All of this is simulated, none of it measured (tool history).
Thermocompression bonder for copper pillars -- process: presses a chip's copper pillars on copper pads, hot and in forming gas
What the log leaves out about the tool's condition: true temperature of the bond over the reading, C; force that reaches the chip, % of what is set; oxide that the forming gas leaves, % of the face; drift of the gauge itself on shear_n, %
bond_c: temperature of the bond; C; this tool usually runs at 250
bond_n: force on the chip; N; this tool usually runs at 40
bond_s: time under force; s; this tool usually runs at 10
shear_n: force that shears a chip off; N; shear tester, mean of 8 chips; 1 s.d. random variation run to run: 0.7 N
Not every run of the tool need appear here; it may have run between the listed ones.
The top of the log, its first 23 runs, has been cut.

run,hour,bond_c,bond_n,bond_s,hours of work since the heater was calibrated,hours of work since the force cell was calibrated,hours of work since the gas filter was changed,shear_n
24,142.7,250,31,10,166,130,87,42.6
25,150.7,250,38,12,170,134,91,56.1
26,159.7,250,38,12,175,138,95,55.8
27,165.7,253,50,10,178,142,98,67.3
28,171.1,253,50,10,181,144,101,67.4
29,179.6,253,50,10,185,149,106,67.0
30,187.7,253,50,10,190,153,110,66.2
31,192.1,253,50,10,192,155,112,66.1
32,195.9,253,50,17,194,157,114,76.8
33,204.4,253,50,17,198,162,119,75.3
34,209.5,273,48,17,201,164,121,86.5
35,214.9,229,28,13,204,167,124,32.9
36,221.4,229,35,10,207,170,127,36.1
37,226.5,265,45,6,210,173,130,56.7
38,230.6,265,45,6,212,175,132,57.5
39,234.4,263,40,22,214,177,134,76.1

3 ways to go on from here, each from the tool as it stands after run 39. What would each give?
A,243.5,250,40,10,219,182,139,?
B,243.5,250,40,10,219,182,139,?
C,243.5,230,40,11,219,182,139,?

run,shear_n
A,53.9
B,54.0
C,45.2
What these runs would have given with no unlogged condition in the tool:
run,shear_n
A,57.5
B,57.5
C,48.4
